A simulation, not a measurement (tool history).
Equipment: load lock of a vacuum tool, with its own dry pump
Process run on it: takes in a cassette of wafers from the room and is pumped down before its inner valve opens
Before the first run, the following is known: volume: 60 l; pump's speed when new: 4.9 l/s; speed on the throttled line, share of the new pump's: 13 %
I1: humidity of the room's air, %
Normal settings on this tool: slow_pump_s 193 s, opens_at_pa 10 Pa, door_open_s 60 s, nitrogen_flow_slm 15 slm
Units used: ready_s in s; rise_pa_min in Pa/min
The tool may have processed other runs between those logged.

Run 1, hour 0: usual settings; I1 49.1. Result: ready_s 285.3 s, rise_pa_min 0.071 Pa/min.
Run 2, hour 46.3: usual settings; I1 45. Result: ready_s 282.1 s, rise_pa_min 0.065 Pa/min.
Run 3, hour 150.1: usual settings but opens_at_pa 7 Pa; I1 40.8. Result: ready_s 292.8 s, rise_pa_min 0.061 Pa/min.
Run 4, hour 239.6: usual settings but opens_at_pa 7 Pa, nitrogen_flow_slm 19 slm; I1 44.2. Result: ready_s 293.2 s, rise_pa_min 0.066 Pa/min.
Run 5, hour 311.8: usual settings but opens_at_pa 7 Pa, nitrogen_flow_slm 19 slm; I1 46.4. Result: ready_s 290.6 s, rise_pa_min 0.07 Pa/min.
Run 6, hour 375: usual settings but opens_at_pa 11 Pa, nitrogen_flow_slm 19 slm; I1 47.4. Result: ready_s 286.2 s, rise_pa_min 0.074 Pa/min.
Run 7, hour 451.2: usual settings; I1 43.9. Result: ready_s 286.6 s, rise_pa_min 0.073 Pa/min.
Run 8, hour 542.4: usual settings; I1 51.3. Result: ready_s 286.1 s, rise_pa_min 0.082 Pa/min.
Run 9, hour 604.7: usual settings; I1 48.3. Result: ready_s 286.1 s, rise_pa_min 0.079 Pa/min.
Run 10, hour 665.9: usual settings; I1 43.4. Result: ready_s 290.4 s, rise_pa_min 0.083 Pa/min.
Run 11, hour 717.6: usual settings; I1 44. Result: ready_s 288.6 s, rise_pa_min 0.084 Pa/min.
Run 12, hour 790.3: usual settings; I1 43.2. Result: ready_s 290.2 s, rise_pa_min 0.085 Pa/min.
Run 13, hour 842.8: usual settings but door_open_s 64 s; I1 41.5. Result: ready_s 285.5 s, rise_pa_min 0.086 Pa/min.
Run 14, hour 906.8: usual settings; I1 46.8. Result: ready_s 289.1 s, rise_pa_min 0.096 Pa/min.
Run 15, hour 967.7: usual settings; I1 44.8. Result: ready_s 287.6 s, rise_pa_min 0.09 Pa/min.
Run 16, hour 1063: usual settings; I1 42.1. Result: ready_s 286.5 s, rise_pa_min 0.085 Pa/min.
Run 17, hour 1133.4: usual settings but opens_at_pa 11 Pa; I1 41.2. Result: ready_s 287.3 s, rise_pa_min 0.088 Pa/min.
Run 18, hour 1232: usual settings; I1 46.3. Result: ready_s 290.2 s, rise_pa_min 0.103 Pa/min.
Run 19, hour 1310.1: usual settings; I1 44. Result: ready_s 288.8 s, rise_pa_min 0.095 Pa/min.
Run 20, hour 1354.1: usual settings but slow_pump_s 130 s, opens_at_pa 11 Pa; I1 45. Result: ready_s 233.2 s, rise_pa_min 0.099 Pa/min.
Run 21, hour 1458.6: usual settings but slow_pump_s 130 s, opens_at_pa 11 Pa; I1 48.8. Result: ready_s 233.3 s, rise_pa_min 0.106 Pa/min.
Run 22, hour 1557.7: usual settings but slow_pump_s 152 s, opens_at_pa 11 Pa, door_open_s 45 s, nitrogen_flow_slm 6 slm; I1 46.7. Result: ready_s 253.4 s, rise_pa_min 0.116 Pa/min.
Run 23, hour 1662.8: usual settings but slow_pump_s 152 s, opens_at_pa 11 Pa, door_open_s 45 s, nitrogen_flow_slm 6 slm; I1 47.4. Result: ready_s 252.3 s, rise_pa_min 0.12 Pa/min.
Run 24, hour 1756: usual settings; I1 42.9. Result: ready_s 289.8 s, rise_pa_min 0.114 Pa/min.
Run 25, hour 1837.1: usual settings but slow_pump_s 104 s, opens_at_pa 11 Pa; I1 46.5. Result: ready_s 213 s, rise_pa_min 0.123 Pa/min.
Run 26, hour 1918.6: usual settings but door_open_s 67 s; I1 43.2. Result: ready_s 290.6 s, rise_pa_min 0.123 Pa/min.
Run 27, hour 1997: usual settings but opens_at_pa 12 Pa; I1 42.8. Result: ready_s 289.9 s, rise_pa_min 0.123 Pa/min.
Run 28, hour 2088.5: usual settings but door_open_s 134 s, nitrogen_flow_slm 18 slm; I1 44.8. Result: ready_s 288.8 s, rise_pa_min 0.158 Pa/min.
Run 29, hour 2186.2: usual settings but door_open_s 134 s, nitrogen_flow_slm 18 slm; I1 43. Result: ready_s 291.6 s, rise_pa_min 0.149 Pa/min.
Run 30, hour 2234.2: usual settings but slow_pump_s 259 s, door_open_s 134 s, nitrogen_flow_slm 5 slm; I1 42.8. Result: ready_s 348.1 s, rise_pa_min 0.183 Pa/min.
Run 31, hour 2328.5: usual settings but slow_pump_s 259 s, door_open_s 134 s, nitrogen_flow_slm 5 slm; I1 45.2. Result: ready_s 348.2 s, rise_pa_min 0.201 Pa/min.
Run 32, hour 2408: usual settings but slow_pump_s 259 s, door_open_s 134 s, nitrogen_flow_slm 5 slm; I1 43.5. Result: ready_s 344 s, rise_pa_min 0.198 Pa/min.
Run 33, hour 2484.5: usual settings but slow_pump_s 259 s, opens_at_pa 8 Pa, door_open_s 98 s, nitrogen_flow_slm 35 slm; I1 48.2. Result: ready_s 346.3 s, rise_pa_min 0.139 Pa/min.
Run 34, hour 2529.3: usual settings but slow_pump_s 219 s, opens_at_pa 8 Pa, door_open_s 98 s, nitrogen_flow_slm 35 slm; I1 45.6. Result: ready_s 318 s, rise_pa_min 0.136 Pa/min.
Run 35, hour 2630.8: usual settings but slow_pump_s 176 s, opens_at_pa 20 Pa, door_open_s 49 s, nitrogen_flow_slm 20 slm; I1 46.3. Result: ready_s 267.9 s, rise_pa_min 0.137 Pa/min.
Run 36, hour 2723.5: usual settings but slow_pump_s 108 s, door_open_s 200 s; I1 44.3. Result: ready_s 217.4 s, rise_pa_min 0.213 Pa/min.
Run 37, hour 2790.8: usual settings but slow_pump_s 352 s, door_open_s 84 s; I1 43.8. Result: ready_s 424.7 s, rise_pa_min 0.165 Pa/min.

Pick out some run-to-run changes in ready_s. Of each, how much would a tool without hidden state show as well, from the settings, what came in and chance, and how much is left for the hidden state and any gauge scatter not in both results compared?
The hidden state here: pump's speed, % of a new pump's; leak at the door's seal, Pa l/s; drift of the gauge itself on ready_s, %; drift of the gauge itself on rise_pa_min, %.
Run 24 -> 25: slow_pump_s 193 -> 104, opens_at_pa 10 -> 11. ready_s -76.8 s: hidden state +1.2, all else -78.
Run 25 -> 26: slow_pump_s 104 -> 193, opens_at_pa 11 -> 10, door_open_s 60 -> 67. ready_s +77.6 s: hidden state -0.9, all else +78.5.
Run 35 -> 36: slow_pump_s 176 -> 108, opens_at_pa 20 -> 10, door_open_s 49 -> 200, nitrogen_flow_slm 20 -> 15. ready_s -50.5 s: hidden state +2.1, all else -52.6.
Run 36 -> 37: slow_pump_s 108 -> 352, door_open_s 200 -> 84. ready_s +207.3 s: hidden state -3.4, all else +210.7.

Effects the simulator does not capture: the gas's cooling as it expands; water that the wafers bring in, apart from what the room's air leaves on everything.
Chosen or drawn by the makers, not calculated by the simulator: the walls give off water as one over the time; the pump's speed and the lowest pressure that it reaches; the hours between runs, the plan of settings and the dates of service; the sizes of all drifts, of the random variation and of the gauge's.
